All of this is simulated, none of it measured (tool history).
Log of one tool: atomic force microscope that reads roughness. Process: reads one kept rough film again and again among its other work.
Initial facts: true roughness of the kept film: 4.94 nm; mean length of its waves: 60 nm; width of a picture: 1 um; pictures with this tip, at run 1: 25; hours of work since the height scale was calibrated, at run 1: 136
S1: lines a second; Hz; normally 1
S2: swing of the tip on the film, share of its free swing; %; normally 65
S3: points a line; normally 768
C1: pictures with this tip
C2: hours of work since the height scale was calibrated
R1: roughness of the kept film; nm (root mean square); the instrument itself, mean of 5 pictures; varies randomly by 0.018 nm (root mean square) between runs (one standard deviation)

| run | day | S1 | S2 | S3 | C1 | C2 | R1 |
|---|---|---|---|---|---|---|---|
| 1 | 0 | 1 | 65 | 768 | 25 | 136 | 4.454 |
| 2 | 0.429 | 1 | 65 | 768 | 37 | 141 | 4.459 |
| 3 | 0.758 | 1 | 65 | 768 | 46 | 145 | 4.418 |
| 4 | 1.338 | 1 | 65 | 829 | 62 | 152 | 4.416 |
| 5 | 1.704 | 0.79 | 65 | 768 | 72 | 157 | 4.427 |
| 6 | 2.1 | 0.79 | 65 | 768 | 83 | 162 | 4.388 |
| 7 | 2.5 | 1.85 | 65 | 768 | 94 | 166 | 4.196 |
| 8 | 2.821 | 1.85 | 65 | 768 | 103 | 170 | 4.266 |
| 9 | 3.188 | 1.85 | 65 | 573 | 113 | 175 | 4.217 |
| 10 | 3.696 | 1 | 74 | 768 | 127 | 181 | 4.205 |
| 11 | 4.05 | 1 | 74 | 768 | 137 | 185 | 4.206 |
| 12 | 4.529 | 1.9 | 57 | 768 | 150 | 191 | 4.29 |
| 13 | 4.9 | 1.9 | 57 | 768 | 160 | 195 | 4.255 |
| 14 | 5.171 | 1.9 | 57 | 768 | 168 | 199 | 4.253 |
| 15 | 5.688 | 2.44 | 57 | 790 | 182 | 205 | 4.191 |
| 16 | 5.946 | 0.86 | 70 | 411 | 189 | 208 | 4.235 |
| 17 | 6.296 | 1 | 61 | 366 | 199 | 212 | 4.276 |
| 18 | 6.712 | 0.78 | 75 | 366 | 210 | 217 | 4.161 |

What will run 19 give?
| 19 | 7.079 | 1.33 | 76 | 768 | 220 | 221 | ? |

{"run 19": {"R1": 3.996}}
With the hidden condition absent and the run-to-run variation left alone, this run would have shown R1 4.269 nm (root mean square).
